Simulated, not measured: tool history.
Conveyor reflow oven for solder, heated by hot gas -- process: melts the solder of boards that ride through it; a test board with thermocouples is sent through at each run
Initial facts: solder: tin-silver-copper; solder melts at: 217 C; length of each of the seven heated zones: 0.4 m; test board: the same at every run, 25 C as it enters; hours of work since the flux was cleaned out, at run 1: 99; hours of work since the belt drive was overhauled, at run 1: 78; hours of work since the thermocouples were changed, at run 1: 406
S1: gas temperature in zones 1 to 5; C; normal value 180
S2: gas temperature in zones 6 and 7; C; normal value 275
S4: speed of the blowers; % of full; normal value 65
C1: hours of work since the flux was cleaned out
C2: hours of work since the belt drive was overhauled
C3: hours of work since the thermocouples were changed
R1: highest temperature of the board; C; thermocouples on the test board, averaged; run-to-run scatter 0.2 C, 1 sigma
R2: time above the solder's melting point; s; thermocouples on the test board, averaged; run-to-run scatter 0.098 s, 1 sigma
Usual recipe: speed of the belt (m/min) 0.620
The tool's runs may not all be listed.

{"run": 1, "day": 0.0, "S1": 180, "S2": 275, "speed of the belt (m/min)": 0.62, "S4": 65, "C1": 99, "C2": 78, "C3": 406, "R1": 256.0, "R2": 62.16}
{"run": 2, "day": 0.404, "S1": 180, "S2": 275, "speed of the belt (m/min)": 0.62, "S4": 65, "C1": 105, "C2": 85, "C3": 412, "R1": 256.1, "R2": 62.13}
{"run": 3, "day": 0.979, "S1": 180, "S2": 272, "speed of the belt (m/min)": 0.62, "S4": 65, "C1": 114, "C2": 93, "C3": 421, "R1": 253.5, "R2": 60.38}
{"run": 4, "day": 1.771, "S1": 180, "S2": 272, "speed of the belt (m/min)": 0.62, "S4": 65, "C1": 126, "C2": 106, "C3": 434, "R1": 253.1, "R2": 60.33}
{"run": 5, "day": 2.333, "S1": 180, "S2": 275, "speed of the belt (m/min)": 0.62, "S4": 65, "C1": 135, "C2": 114, "C3": 442, "R1": 255.7, "R2": 61.93}
{"run": 6, "day": 3.0, "S1": 180, "S2": 275, "speed of the belt (m/min)": 0.62, "S4": 65, "C1": 145, "C2": 125, "C3": 452, "R1": 256.3, "R2": 62.15}
{"run": 7, "day": 3.488, "S1": 180, "S2": 275, "speed of the belt (m/min)": 0.62, "S4": 65, "C1": 153, "C2": 132, "C3": 460, "R1": 256.0, "R2": 61.7}
{"run": 8, "day": 4.092, "S1": 180, "S2": 275, "speed of the belt (m/min)": 0.62, "S4": 65, "C1": 162, "C2": 142, "C3": 469, "R1": 255.6, "R2": 61.98}
{"run": 9, "day": 4.838, "S1": 180, "S2": 275, "speed of the belt (m/min)": 0.62, "S4": 65, "C1": 174, "C2": 153, "C3": 481, "R1": 255.5, "R2": 61.93}
{"day": 5.742, "done": "flux residue cleaned out of gas plates and filters"}
{"run": 10, "day": 5.742, "S1": 180, "S2": 275, "speed of the belt (m/min)": 0.62, "S4": 65, "C1": 0, "C2": 164, "C3": 492, "R1": 256.7, "R2": 62.86}
{"run": 11, "day": 6.45, "S1": 180, "S2": 275, "speed of the belt (m/min)": 0.62, "S4": 65, "C1": 11, "C2": 175, "C3": 503, "R1": 256.6, "R2": 62.84}
{"run": 12, "day": 7.188, "S1": 180, "S2": 275, "speed of the belt (m/min)": 0.62, "S4": 65, "C1": 22, "C2": 186, "C3": 514, "R1": 256.6, "R2": 62.82}
{"run": 13, "day": 7.896, "S1": 180, "S2": 265, "speed of the belt (m/min)": 0.62, "S4": 65, "C1": 33, "C2": 197, "C3": 525, "R1": 247.8, "R2": 56.59}
{"run": 14, "day": 8.596, "S1": 180, "S2": 265, "speed of the belt (m/min)": 0.62, "S4": 65, "C1": 44, "C2": 208, "C3": 536, "R1": 247.9, "R2": 56.59}
{"run": 15, "day": 8.983, "S1": 181, "S2": 272, "speed of the belt (m/min)": 0.734, "S4": 82, "C1": 50, "C2": 214, "C3": 542, "R1": 251.6, "R2": 49.87}
{"run": 16, "day": 9.746, "S1": 185, "S2": 275, "speed of the belt (m/min)": 0.62, "S4": 65, "C1": 62, "C2": 226, "C3": 553, "R1": 257.0, "R2": 65.18}
{"run": 17, "day": 10.075, "S1": 182, "S2": 279, "speed of the belt (m/min)": 0.601, "S4": 65, "C1": 67, "C2": 231, "C3": 558, "R1": 261.0, "R2": 68.6}
{"run": 18, "day": 10.712, "S1": 165, "S2": 275, "speed of the belt (m/min)": 0.571, "S4": 65, "C1": 77, "C2": 240, "C3": 568, "R1": 256.2, "R2": 62.94}
{"run": 19, "day": 11.238, "S1": 171, "S2": 273, "speed of the belt (m/min)": 0.634, "S4": 69, "C1": 85, "C2": 249, "C3": 576, "R1": 252.7, "R2": 55.28}
{"run": 20, "day": 11.942, "S1": 171, "S2": 273, "speed of the belt (m/min)": 0.634, "S4": 69, "C1": 96, "C2": 259, "C3": 587, "R1": 252.7, "R2": 55.43}
{"run": 21, "day": 12.475, "S1": 171, "S2": 273, "speed of the belt (m/min)": 0.634, "S4": 69, "C1": 104, "C2": 268, "C3": 596, "R1": 252.3, "R2": 55.46}
{"run": 22, "day": 12.983, "S1": 181, "S2": 275, "speed of the belt (m/min)": 0.62, "S4": 82, "C1": 112, "C2": 275, "C3": 603, "R1": 259.0, "R2": 65.27}
{"run": 23, "day": 13.479, "S1": 185, "S2": 283, "speed of the belt (m/min)": 0.561, "S4": 82, "C1": 119, "C2": 283, "C3": 611, "R1": 269.1, "R2": 79.84}
{"run": 24, "day": 13.812, "S1": 179, "S2": 275, "speed of the belt (m/min)": 0.72, "S4": 65, "C1": 125, "C2": 288, "C3": 616, "R1": 249.9, "R2": 48.32}
{"run": 25, "day": 14.412, "S1": 180, "S2": 269, "speed of the belt (m/min)": 0.723, "S4": 56, "C1": 134, "C2": 298, "C3": 625, "R1": 242.6, "R2": 42.22}

4 options for the next run, each taken on its own from the tool as it stands now. Forecast them:
{"run": "A", "day": 14.812, "S1": 180, "S2": 286, "speed of the belt (m/min)": 0.571, "S4": 54, "C1": 140, "C2": 304, "C3": 632, "R1": "?", "R2": "?"}
{"run": "B", "day": 14.812, "S1": 180, "S2": 269, "speed of the belt (m/min)": 0.723, "S4": 76, "C1": 140, "C2": 304, "C3": 632, "R1": "?", "R2": "?"}
{"run": "C", "day": 14.812, "S1": 180, "S2": 282, "speed of the belt (m/min)": 0.62, "S4": 65, "C1": 140, "C2": 304, "C3": 632, "R1": "?", "R2": "?"}
{"run": "D", "day": 14.812, "S1": 178, "S2": 286, "speed of the belt (m/min)": 0.62, "S4": 65, "C1": 140, "C2": 304, "C3": 632, "R1": "?", "R2": "?"}

run=A R1=265.1 R2=74.07
run=B R1=247.4 R2=47.16
run=C R1=261.5 R2=65.74
run=D R1=264.8 R2=66.78
With no hidden state in the tool, these same runs would have given:
run=A R1=267.4 R2=75.08
run=B R1=250.0 R2=49.09
run=C R1=264.0 R2=66.92
run=D R1=267.4 R2=67.89
